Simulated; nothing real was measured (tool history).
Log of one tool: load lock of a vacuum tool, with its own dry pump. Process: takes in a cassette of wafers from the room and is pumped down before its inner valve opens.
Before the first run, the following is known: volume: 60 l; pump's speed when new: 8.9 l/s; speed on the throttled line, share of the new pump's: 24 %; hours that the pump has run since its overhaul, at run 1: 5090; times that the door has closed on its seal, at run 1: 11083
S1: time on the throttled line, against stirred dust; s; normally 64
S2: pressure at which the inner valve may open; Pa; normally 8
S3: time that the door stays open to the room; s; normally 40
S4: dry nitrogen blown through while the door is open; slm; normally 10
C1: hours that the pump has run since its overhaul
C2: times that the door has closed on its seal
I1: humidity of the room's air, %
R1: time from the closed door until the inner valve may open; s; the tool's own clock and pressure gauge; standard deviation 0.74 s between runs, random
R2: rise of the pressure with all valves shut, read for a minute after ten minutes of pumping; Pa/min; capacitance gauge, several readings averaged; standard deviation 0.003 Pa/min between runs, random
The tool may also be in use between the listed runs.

| run | hour | S1 | S2 | S3 | S4 | C1 | C2 | I1 | R1 | R2 |
|---|---|---|---|---|---|---|---|---|---|---|
| 1 | 0.0 | 64 | 8 | 40 | 10 | 5090 | 11083 | 45.1 | 113.7 | 0.028 |
| 2 | 282.3 | 64 | 8 | 40 | 12 | 5372 | 11698 | 44.9 | 113.3 | 0.021 |
| 3 | 948.2 | 64 | 8 | 40 | 12 | 6038 | 13148 | 44.7 | 111.6 | 0.021 |
| 4 | 1227.9 | 64 | 8 | 40 | 12 | 6318 | 13757 | 44.4 | 112.9 | 0.024 |
| 5 | 1798.7 | 64 | 8 | 40 | 12 | 6889 | 15000 | 43.1 | 113.4 | 0.023 |
| 6 | 2281.1 | 64 | 8 | 40 | 12 | 7371 | 16051 | 46.4 | 112.9 | 0.023 |
| 7 | 2929.7 | 64 | 8 | 40 | 10 | 8020 | 17463 | 48.0 | 112.9 | 0.030 |
| 8 | 3582.8 | 64 | 8 | 40 | 10 | 8673 | 18885 | 47.3 | 114.1 | 0.028 |
| 9 | 4217.6 | 64 | 8 | 40 | 10 | 9307 | 20268 | 46.2 | 112.9 | 0.019 |
| 10 | 4750.9 | 64 | 8 | 40 | 10 | 9841 | 21429 | 41.1 | 113.6 | 0.024 |
| 11 | 5126.7 | 64 | 8 | 40 | 10 | 10216 | 22247 | 41.2 | 113.2 | 0.024 |
| 12 | 5411.9 | 64 | 8 | 40 | 8 | 10502 | 22868 | 44.2 | 113.9 | 0.028 |
| 13 | 6025.6 | 64 | 8 | 40 | 10 | 11115 | 24205 | 42.9 | 113.1 | 0.023 |
| 14 | 6460.5 | 64 | 8 | 40 | 10 | 11550 | 25152 | 44.0 | 114.0 | 0.024 |
| 15 | 7089.7 | 64 | 8 | 40 | 10 | 12180 | 26522 | 43.9 | 114.3 | 0.022 |
| 16 | 7522.0 | 64 | 8 | 40 | 10 | 12612 | 27464 | 44.1 | 114.6 | 0.025 |
| 17 | 8167.5 | 64 | 8 | 40 | 10 | 13257 | 28869 | 41.9 | 112.4 | 0.021 |
| 18 | 8566.0 | 64 | 8 | 40 | 31 | 13656 | 29737 | 44.6 | 113.8 | 0.019 |
|  | 8689.2 | dry pump taken out, an overhauled one fitted |
| 19 | 8893.4 | 64 | 8 | 155 | 19 | 204 | 30437 | 47.0 | 113.9 | 0.045 |
| 20 | 9165.7 | 64 | 8 | 155 | 19 | 476 | 31030 | 45.3 | 114.4 | 0.045 |
| 21 | 9813.9 | 121 | 8 | 155 | 19 | 1125 | 32441 | 44.4 | 156.2 | 0.051 |
| 22 | 10455.9 | 38 | 6 | 44 | 12 | 1767 | 33839 | 48.5 | 95.7 | 0.027 |
| 23 | 10922.2 | 38 | 6 | 44 | 12 | 2233 | 34855 | 41.5 | 96.8 | 0.024 |
| 24 | 11322.0 | 38 | 6 | 44 | 12 | 2633 | 35725 | 43.9 | 96.2 | 0.025 |
| 25 | 11759.0 | 38 | 6 | 44 | 12 | 3070 | 36677 | 42.9 | 96.0 | 0.021 |
| 26 | 12382.8 | 38 | 6 | 29 | 15 | 3694 | 38036 | 46.8 | 94.4 | 0.021 |
| 27 | 13042.3 | 87 | 8 | 114 | 25 | 4353 | 39472 | 45.2 | 129.3 | 0.035 |
| 28 | 13709.1 | 87 | 9 | 114 | 25 | 5020 | 40924 | 45.4 | 130.7 | 0.040 |
| 29 | 14047.4 | 37 | 9 | 161 | 7 | 5358 | 41660 | 41.9 | 92.1 | 0.063 |
| 30 | 14360.4 | 119 | 8 | 40 | 15 | 5671 | 42342 | 45.7 | 155.1 | 0.026 |
| 31 | 14837.6 | 119 | 8 | 40 | 15 | 6148 | 43381 | 46.7 | 154.1 | 0.024 |
| 32 | 15234.5 | 119 | 8 | 40 | 15 | 6545 | 44245 | 42.8 | 156.0 | 0.020 |
| 33 | 15605.1 | 64 | 8 | 81 | 7 | 6916 | 45052 | 44.7 | 113.7 | 0.042 |
| 34 | 16118.9 | 64 | 8 | 81 | 7 | 7430 | 46171 | 44.6 | 114.0 | 0.037 |
| 35 | 16638.0 | 64 | 7 | 36 | 44 | 7949 | 47302 | 45.8 | 113.1 | 0.015 |
| 36 | 17034.6 | 109 | 8 | 180 | 10 | 8345 | 48166 | 44.8 | 146.6 | 0.065 |

Consider 4 possible next runs. They are alternatives, not a sequence: every one starts from the tool as it was left by run 36. What does each give?
| A | 17523.3 | 64 | 9 | 166 | 10 | 8834 | 49230 | 44.4 | ? | ? |
| B | 17523.3 | 99 | 8 | 40 | 10 | 8834 | 49230 | 41.8 | ? | ? |
| C | 17523.3 | 52 | 8 | 51 | 10 | 8834 | 49230 | 43.6 | ? | ? |
| D | 17523.3 | 50 | 8 | 32 | 10 | 8834 | 49230 | 44.9 | ? | ? |

| run | R1 | R2 |
|---|---|---|
| A | 111.7 | 0.059 |
| B | 140.3 | 0.025 |
| C | 103.9 | 0.036 |
| D | 102.3 | 0.017 |
Without the tool's hidden state the same runs would have given:
| run | R1 | R2 |
|---|---|---|
| A | 111.7 | 0.057 |
| B | 140.3 | 0.024 |
| C | 103.9 | 0.035 |
| D | 102.3 | 0.016 |
